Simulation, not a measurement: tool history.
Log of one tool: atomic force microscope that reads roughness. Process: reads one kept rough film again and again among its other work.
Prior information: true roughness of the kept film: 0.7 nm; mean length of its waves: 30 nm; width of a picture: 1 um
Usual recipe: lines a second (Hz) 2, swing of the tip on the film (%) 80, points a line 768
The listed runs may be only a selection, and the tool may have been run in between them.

run     day  lines a second (Hz)  swing of the tip on the film (%)  points a line  roughness of the kept film (nm (root mean square))
  1       0                    2                                80            768                                               0.617
      0.442  -- new tip fitted
  2   0.571                    2                                80            768                                               0.616
  3   0.942                    2                                80            768                                                0.61
  4   1.267                 3.72                                80            768                                               0.567
      1.792  -- new tip fitted
  5     1.8                 3.72                                80            768                                               0.566
  6   2.362                 3.72                                80            768                                               0.566
  7   2.621                 1.47                                80            768                                               0.636
  8    3.05                    2                                80            768                                               0.617
      3.125  -- new tip fitted
  9   3.338                    2                                80            768                                               0.617
 10   3.612                    2                                80            768                                               0.618
 11   3.979                 1.64                                80            768                                               0.629
      4.479  -- new tip fitted
 12    4.55                 3.08                                80            768                                               0.584
 13   5.104                 3.08                                80            768                                               0.587
 14     5.4                    2                                80            768                                               0.616
      5.821  -- new tip fitted
 15   5.896                    2                                80            768                                               0.619
 16   6.238                    2                                80            768                                               0.619
 17   6.646                    2                                80            768                                                0.62
      7.138  -- new tip fitted
 18    7.15                    2                                80            768                                               0.621
 19   7.742                    2                                83            768                                               0.606
 20   8.104                    2                                73            288                                               0.633
 21   8.358                    2                                83            594                                               0.604
      8.462  -- new tip fitted
 22   8.792                 2.52                                80            378                                               0.597
 23   9.083                 3.83                                63            768                                               0.634
 24   9.525                 1.62                                71            449                                               0.651
      9.792  -- new tip fitted
 25   10.05                 1.62                                71            449                                               0.652
 26  10.579                 1.14                                80            513                                               0.639
 27  10.979                 1.97                                80            276                                                0.61
     11.121  -- new tip fitted
 28  11.529                 1.04                                84            768                                               0.639
 29  11.783                 1.04                                84            440                                               0.636
 30  12.333                 1.04                                75            467                                               0.656
     12.442  -- new tip fitted
 31    12.9                 1.29                                78            561                                               0.645
 32  13.183                 1.29                                69            368                                               0.657
 33  13.629                 0.87                                85            368                                               0.643
     13.779  -- new tip fitted
 34  14.092                 2.29                                72            394                                               0.631
 35  14.379                 2.86                                60            536                                               0.651

4 options for the next run, each taken on its own from the tool as it stands now. Forecast them:
  A  14.988                 3.99                                68            536                                                   ?
  B  14.988                 0.89                                80            768                                                   ?
  C  14.988                 2.14                                60            536                                                   ?
  D  14.988                 1.72                                80            683                                                   ?

run  roughness of the kept film (nm (root mean square))
  A                                               0.611
  B                                               0.658
  C                                                0.66
  D                                               0.627
Had the tool no hidden state, the same runs would have come out as:
run  roughness of the kept film (nm (root mean square))
  A                                               0.612
  B                                               0.659
  C                                               0.662
  D                                               0.628
